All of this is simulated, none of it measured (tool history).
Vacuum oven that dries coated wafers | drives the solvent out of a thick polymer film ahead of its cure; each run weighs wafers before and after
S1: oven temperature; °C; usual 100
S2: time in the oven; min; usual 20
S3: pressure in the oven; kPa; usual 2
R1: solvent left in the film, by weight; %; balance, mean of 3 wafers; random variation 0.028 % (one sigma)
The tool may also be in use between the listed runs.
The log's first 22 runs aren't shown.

run,hour,S1,S2,S3,R1
23,412.3,93,12,1.91,4.92
24,425.6,108,20,2,1.2
25,454.8,105,20,2.73,1.77
26,482.6,100,20,1.85,1.92
27,511.3,100,11,5.13,5.24
28,539.5,107,15,1.03,1.5
29,555.4,111,16,1.36,1.09
30,583.5,110,23,3.38,1.47
31,610.6,110,13,3.38,2.35
32,628,110,13,3.38,2.4
33,648.3,110,11,5.09,3.39
34,673.6,114,14,5.09,2.22
35,688.9,104,20,2.63,1.84
36,708.9,104,20,2.63,1.9
37,730.1,98,16,2.06,3.04
38,754.4,97,19,5.48,4.38
39,783.6,100,15,2.32,2.98
40,800.8,86,33,2,2.77
41,816.8,93,26,1.66,2.13

3 ways to go on from here, each from the tool as it stands after run 41. What would each give?
A,836.1,93,35,5.88,?
B,836.1,103,15,2,?
C,836.1,100,26,1.99,?

run,R1
A,4.24
B,2.41
C,1.5
Without the tool's hidden state the same runs would have given:
run,R1
A,4.24
B,2.41
C,1.5

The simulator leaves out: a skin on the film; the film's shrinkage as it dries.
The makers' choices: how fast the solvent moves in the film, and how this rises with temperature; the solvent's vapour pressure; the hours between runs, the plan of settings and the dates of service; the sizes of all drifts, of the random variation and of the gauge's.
